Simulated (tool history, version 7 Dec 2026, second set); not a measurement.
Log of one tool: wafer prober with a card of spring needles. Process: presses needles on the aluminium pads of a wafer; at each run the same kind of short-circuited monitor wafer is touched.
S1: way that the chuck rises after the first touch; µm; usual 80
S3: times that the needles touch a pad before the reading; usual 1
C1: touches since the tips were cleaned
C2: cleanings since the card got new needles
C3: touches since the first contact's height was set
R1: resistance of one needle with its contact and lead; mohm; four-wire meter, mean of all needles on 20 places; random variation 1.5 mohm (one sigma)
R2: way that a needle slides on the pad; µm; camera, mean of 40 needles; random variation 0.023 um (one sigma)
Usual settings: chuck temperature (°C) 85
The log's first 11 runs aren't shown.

-- hour=126.1 tips cleaned on abrasive film
run 12 hour=131.5 | S1=80 chuck_temperature_(°C)=85 S3=1 | C1=1254 C2=15 C3=45761 | R1=167 R2=13.53
run 13 hour=138.9 | S1=80 chuck_temperature_(°C)=85 S3=1 | C1=2982 C2=15 C3=47489 | R1=187 R2=13.48
run 14 hour=148.9 | S1=80 chuck_temperature_(°C)=85 S3=1 | C1=5317 C2=15 C3=49824 | R1=205 R2=13.46
run 15 hour=162.8 | S1=80 chuck_temperature_(°C)=85 S3=1 | C1=8538 C2=15 C3=53045 | R1=218 R2=13.45
-- hour=164.3 tips cleaned on abrasive film
run 16 hour=174.3 | S1=80 chuck_temperature_(°C)=85 S3=1 | C1=2321 C2=16 C3=55706 | R1=177 R2=13.42
run 17 hour=190.8 | S1=80 chuck_temperature_(°C)=85 S3=1 | C1=6168 C2=16 C3=59553 | R1=208 R2=13.43
-- hour=202.7 tips cleaned on abrasive film
run 18 hour=206.8 | S1=80 chuck_temperature_(°C)=85 S3=1 | C1=972 C2=17 C3=63261 | R1=173 R2=13.42
run 19 hour=216.4 | S1=87 chuck_temperature_(°C)=77 S3=1 | C1=3213 C2=17 C3=65502 | R1=192 R2=14.61
run 20 hour=227.9 | S1=74 chuck_temperature_(°C)=56 S3=1 | C1=5884 C2=17 C3=68173 | R1=207 R2=12.40
-- hour=240.5 tips cleaned on abrasive film
run 21 hour=240.5 | S1=79 chuck_temperature_(°C)=33 S3=2 | C1=0 C2=18 C3=71085 | R1=142 R2=13.26
run 22 hour=251.7 | S1=79 chuck_temperature_(°C)=33 S3=2 | C1=2596 C2=18 C3=73681 | R1=164 R2=13.22
run 23 hour=260.7 | S1=70 chuck_temperature_(°C)=122 S3=1 | C1=4702 C2=18 C3=75787 | R1=208 R2=11.70
run 24 hour=269.9 | S1=70 chuck_temperature_(°C)=122 S3=1 | C1=6831 C2=18 C3=77916 | R1=222 R2=11.69
-- hour=278.0 tips cleaned on abrasive film
run 25 hour=282.7 | S1=70 chuck_temperature_(°C)=122 S3=2 | C1=1114 C2=19 C3=80891 | R1=162 R2=11.65
run 26 hour=292.2 | S1=70 chuck_temperature_(°C)=47 S3=2 | C1=3319 C2=19 C3=83096 | R1=171 R2=11.68
run 27 hour=309.4 | S1=83 chuck_temperature_(°C)=85 S3=2 | C1=7324 C2=19 C3=87101 | R1=184 R2=13.91
-- hour=315.4 tips cleaned on abrasive film
-- hour=321.4 height of the first contact set anew
run 28 hour=324.9 | S1=80 chuck_temperature_(°C)=28 S3=2 | C1=2147 C2=20 C3=814 | R1=155 R2=13.59
run 29 hour=332.2 | S1=74 chuck_temperature_(°C)=83 S3=2 | C1=3854 C2=20 C3=2521 | R1=172 R2=12.55
run 30 hour=339.4 | S1=87 chuck_temperature_(°C)=27 S3=3 | C1=5528 C2=20 C3=4195 | R1=155 R2=14.71
-- hour=353.6 tips cleaned on abrasive film
run 31 hour=354.6 | S1=99 chuck_temperature_(°C)=48 S3=1 | C1=223 C2=21 C3=7711 | R1=145 R2=16.80
run 32 hour=365.4 | S1=99 chuck_temperature_(°C)=48 S3=1 | C1=2748 C2=21 C3=10236 | R1=175 R2=16.74
run 33 hour=377.0 | S1=60 chuck_temperature_(°C)=85 S3=2 | C1=5445 C2=21 C3=12933 | R1=196 R2=10.18

3 ways to go on from here, each from the tool as it stands after run 33. What would each give?
-- hour=391.2 tips cleaned on abrasive film
run A hour=394.8 | S1=60 chuck_temperature_(°C)=85 S3=2 | C1=848 C2=22 C3=17051 | R1=? R2=?
-- hour=391.2 tips cleaned on abrasive film
run B hour=394.8 | S1=92 chuck_temperature_(°C)=85 S3=1 | C1=848 C2=22 C3=17051 | R1=? R2=?
-- hour=391.2 tips cleaned on abrasive film
run C hour=394.8 | S1=80 chuck_temperature_(°C)=85 S3=2 | C1=848 C2=22 C3=17051 | R1=? R2=?

run=A R1=159 R2=10.16
run=B R1=161 R2=15.57
run=C R1=156 R2=13.55
Without the tool's hidden state the same runs would have given:
run=A R1=145 R2=10.19
run=B R1=146 R2=15.60
run=C R1=147 R2=13.59
